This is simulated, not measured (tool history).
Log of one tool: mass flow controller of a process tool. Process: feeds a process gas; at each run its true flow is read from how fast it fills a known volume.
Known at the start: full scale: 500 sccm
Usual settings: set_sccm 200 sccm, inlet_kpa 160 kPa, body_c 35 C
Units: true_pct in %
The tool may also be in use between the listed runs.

run      day  set_sccm  inlet_kpa  body_c  true_pct
  1        0       200        160      35     98.32
  2   14.708       200        160      35     98.27
  3   30.221       118        160      35        98
  4    39.55       409        160      35      98.7
  5   55.238       433        160      35     98.84
  6   67.408       200        160      35     98.26
  7   79.262       200        160      35     98.28
  8   90.817       200        160      35     98.17
  9   97.621       200        160      35     98.11
 10  110.746       200        160      35     98.32
 11  118.467       200        160      35     98.12
 12   127.25       200        160      35     98.24
 13  134.788       200        160      35     98.29
 14  141.512       200        145      35     98.24
 15  152.008       200        145      35     98.09
 16  161.888       200        145      35     98.23
     162.729  -- controller's zero set anew
 17  172.012       200        145      35     98.22
 18   187.65       200        160      35     98.26
 19  202.012       200        160      35     98.24
 20  210.346       200        160      35     98.26
 21  225.308       200        160      35     98.27
 22  240.083       200        160      35     98.17
 23  251.988       200        177      25     99.15
 24  264.233       148        191      21     99.45
 25  275.742       278        191      21     99.86
 26  283.183       278        191      21      99.9
 27   299.35       278        145      21     99.59
 28  312.583       200        145      36     98.01
 29  327.575       204        175      23     99.39
 30  334.362       204        175      23     99.17
 31  342.312       204        175      23     99.32
 32  355.633        87        160      36     97.94
 33  367.362       200        189      38     98.25

Forecast run 34:
 34  374.162       174        160      35         ?

{"run 34": {"true_pct": 98.27}}
Without the tool's hidden state the same run would have given true_pct 98.26 %.
